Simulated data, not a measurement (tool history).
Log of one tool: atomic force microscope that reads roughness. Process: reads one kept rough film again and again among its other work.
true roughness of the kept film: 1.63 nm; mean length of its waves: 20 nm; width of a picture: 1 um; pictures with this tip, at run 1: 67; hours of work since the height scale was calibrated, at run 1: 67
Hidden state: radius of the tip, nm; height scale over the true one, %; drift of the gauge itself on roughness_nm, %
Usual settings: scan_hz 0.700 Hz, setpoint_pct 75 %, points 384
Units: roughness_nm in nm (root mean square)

| run | day | scan_hz | setpoint_pct | points | pictures with this tip | hours of work since the height scale was calibrated | roughness_nm |
|---|---|---|---|---|---|---|---|
| 1 | 0.000 | 0.700 | 75 | 384 | 67 | 67 | 1.366 |
| 2 | 0.400 | 0.700 | 75 | 542 | 74 | 71 | 1.371 |
| 3 | 0.783 | 0.700 | 75 | 1002 | 81 | 75 | 1.394 |
| 4 | 1.142 | 0.700 | 75 | 1002 | 87 | 79 | 1.388 |
| 5 | 1.525 | 0.700 | 75 | 589 | 94 | 83 | 1.393 |
| 6 | 2.208 | 0.700 | 75 | 589 | 106 | 90 | 1.394 |
| 7 | 2.579 | 0.700 | 85 | 384 | 113 | 93 | 1.341 |
| 8 | 3.379 | 0.700 | 85 | 384 | 127 | 102 | 1.335 |
| 9 | 3.912 | 0.700 | 85 | 384 | 137 | 107 | 1.336 |
| 10 | 4.300 | 0.700 | 75 | 384 | 143 | 111 | 1.366 |
| 11 | 5.054 | 0.700 | 75 | 384 | 157 | 119 | 1.364 |
| 12 | 5.429 | 0.700 | 75 | 384 | 164 | 123 | 1.372 |
| 13 | 5.846 | 0.700 | 75 | 384 | 171 | 127 | 1.381 |
| 14 | 6.238 | 0.700 | 75 | 384 | 178 | 131 | 1.373 |
| 15 | 6.883 | 0.700 | 75 | 384 | 189 | 137 | 1.378 |
| 16 | 7.508 | 0.700 | 75 | 384 | 200 | 144 | 1.364 |
| 17 | 8.200 | 0.700 | 75 | 384 | 213 | 151 | 1.374 |
| 18 | 8.975 | 0.700 | 75 | 384 | 227 | 159 | 1.369 |
| 19 | 9.771 | 0.700 | 59 | 384 | 241 | 167 | 1.410 |
| 20 | 10.275 | 0.802 | 75 | 356 | 250 | 172 | 1.364 |
| 21 | 10.796 | 0.802 | 75 | 356 | 259 | 178 | 1.361 |
| 22 | 11.375 | 3.131 | 75 | 384 | 269 | 183 | 1.187 |
| 23 | 11.896 | 3.131 | 75 | 384 | 278 | 189 | 1.185 |
| 24 | 12.446 | 0.654 | 84 | 271 | 288 | 194 | 1.319 |
| 25 | 13.212 | 0.654 | 84 | 271 | 302 | 202 | 1.315 |
| 26 | 13.829 | 0.917 | 56 | 441 | 313 | 209 | 1.417 |
| 27 | 14.212 | 0.917 | 56 | 441 | 320 | 213 | 1.406 |
| 28 | 14.542 | 0.917 | 56 | 441 | 326 | 216 | 1.420 |
| 29 | 15.088 | 2.542 | 75 | 506 | 335 | 221 | 1.236 |
| 30 | 15.604 | 2.542 | 75 | 506 | 344 | 227 | 1.216 |
| 31 | 16.062 | 2.542 | 75 | 506 | 353 | 231 | 1.225 |
|  | 16.138 | new tip fitted |
| 32 | 16.754 | 1.407 | 88 | 955 | 11 | 238 | 1.237 |
| 33 | 17.138 | 1.407 | 88 | 955 | 17 | 242 | 1.233 |
| 34 | 17.471 | 2.714 | 66 | 376 | 23 | 246 | 1.287 |
| 35 | 17.979 | 0.700 | 79 | 488 | 32 | 251 | 1.367 |
| 36 | 18.608 | 0.513 | 76 | 976 | 44 | 257 | 1.412 |

How the hidden state differs across the entries between the runs, from the last listed run before each to the first after it:
Between runs 31 and 32: new tip fitted (day 16.138)
  radius of the tip, nm: 7.4 -> 7
  measured less the result without the state, roughness_nm: -0.007 -> +0.000 nm (root mean square)
